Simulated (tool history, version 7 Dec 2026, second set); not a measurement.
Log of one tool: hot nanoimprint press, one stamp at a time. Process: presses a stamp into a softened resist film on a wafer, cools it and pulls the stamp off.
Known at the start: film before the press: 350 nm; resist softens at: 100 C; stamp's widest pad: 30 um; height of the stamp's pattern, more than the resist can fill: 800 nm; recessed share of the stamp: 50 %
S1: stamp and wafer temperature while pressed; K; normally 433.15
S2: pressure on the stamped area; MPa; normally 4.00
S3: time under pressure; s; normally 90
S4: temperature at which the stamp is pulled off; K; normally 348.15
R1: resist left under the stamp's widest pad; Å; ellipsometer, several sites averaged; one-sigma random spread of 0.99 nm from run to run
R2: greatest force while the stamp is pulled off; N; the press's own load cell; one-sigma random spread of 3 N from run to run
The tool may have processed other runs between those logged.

run 1 hour=0.0 | S1=433.15 S2=4.00 S3=90 S4=348.15 | R1=1552 R2=276
-- hour=40.9 stamp cleaned and given a new release coat
run 2 hour=52.4 | S1=433.15 S2=4.00 S3=90 S4=339.15 | R1=1557 R2=165
run 3 hour=72.7 | S1=433.15 S2=4.00 S3=90 S4=348.15 | R1=1558 R2=141
run 4 hour=105.6 | S1=433.15 S2=4.00 S3=90 S4=348.15 | R1=1530 R2=151
run 5 hour=140.4 | S1=433.15 S2=4.00 S3=90 S4=348.15 | R1=1540 R2=149
run 6 hour=184.8 | S1=433.15 S2=4.00 S3=84 S4=348.15 | R1=1571 R2=157
-- hour=196.3 plate thermocouple calibrated
run 7 hour=217.1 | S1=433.15 S2=4.00 S3=90 S4=348.15 | R1=1484 R2=162
run 8 hour=247.8 | S1=433.15 S2=4.00 S3=90 S4=348.15 | R1=1449 R2=156
run 9 hour=285.1 | S1=433.15 S2=4.00 S3=90 S4=348.15 | R1=1456 R2=168
run 10 hour=323.9 | S1=433.15 S2=4.00 S3=90 S4=352.15 | R1=1453 R2=157
run 11 hour=351.1 | S1=433.15 S2=4.65 S3=90 S4=348.15 | R1=1346 R2=172
run 12 hour=392.4 | S1=433.15 S2=2.51 S3=90 S4=348.15 | R1=1789 R2=176
run 13 hour=414.4 | S1=433.15 S2=2.51 S3=90 S4=348.15 | R1=1779 R2=180
-- hour=436.5 press's hydraulic seals changed and the load cell set to zero
-- hour=446.2 plate thermocouple calibrated, once more
run 14 hour=461.5 | S1=433.15 S2=2.51 S3=90 S4=348.15 | R1=2048 R2=195
run 15 hour=505.2 | S1=433.15 S2=4.00 S3=99 S4=348.15 | R1=1606 R2=192
run 16 hour=550.1 | S1=433.15 S2=4.00 S3=99 S4=348.15 | R1=1593 R2=198
run 17 hour=590.8 | S1=433.15 S2=6.39 S3=90 S4=348.15 | R1=1304 R2=206
run 18 hour=614.2 | S1=428.15 S2=6.39 S3=73 S4=348.15 | R1=1910 R2=215
run 19 hour=650.2 | S1=428.15 S2=6.39 S3=73 S4=348.15 | R1=1905 R2=211
run 20 hour=690.3 | S1=433.15 S2=4.00 S3=55 S4=348.15 | R1=1896 R2=220
run 21 hour=725.9 | S1=441.15 S2=5.74 S3=106 S4=347.15 | R1=761 R2=237
run 22 hour=750.1 | S1=441.15 S2=5.74 S3=93 S4=347.15 | R1=808 R2=226
run 23 hour=774.1 | S1=441.15 S2=5.74 S3=93 S4=347.15 | R1=798 R2=239
run 24 hour=808.7 | S1=435.15 S2=4.00 S3=90 S4=347.15 | R1=1426 R2=239
run 25 hour=855.4 | S1=435.15 S2=5.25 S3=90 S4=352.15 | R1=1235 R2=226
run 26 hour=884.0 | S1=435.15 S2=5.25 S3=90 S4=352.15 | R1=1227 R2=229
run 27 hour=914.5 | S1=435.15 S2=5.25 S3=90 S4=352.15 | R1=1215 R2=244
run 28 hour=955.0 | S1=435.15 S2=5.25 S3=90 S4=352.15 | R1=1208 R2=239
run 29 hour=993.8 | S1=435.15 S2=5.25 S3=90 S4=352.15 | R1=1202 R2=250
run 30 hour=1018.3 | S1=435.15 S2=5.25 S3=90 S4=352.15 | R1=1203 R2=250
run 31 hour=1059.4 | S1=433.15 S2=5.90 S3=90 S4=336.15 | R1=1271 R2=319

3 options for the next run, each taken on its own from the tool as it stands now. Forecast them:
run A hour=1083.9 | S1=433.15 S2=5.88 S3=101 S4=336.15 | R1=? R2=?
run B hour=1083.9 | S1=433.15 S2=2.88 S3=168 S4=336.15 | R1=? R2=?
run C hour=1083.9 | S1=433.15 S2=4.00 S3=149 S4=348.15 | R1=? R2=?

run=A R1=1211 R2=328
run=B R1=1424 R2=323
run=C R1=1277 R2=268
Had the tool no hidden state, the same runs would have come out as:
run=A R1=1307 R2=171
run=B R1=1544 R2=167
run=C R1=1385 R2=140
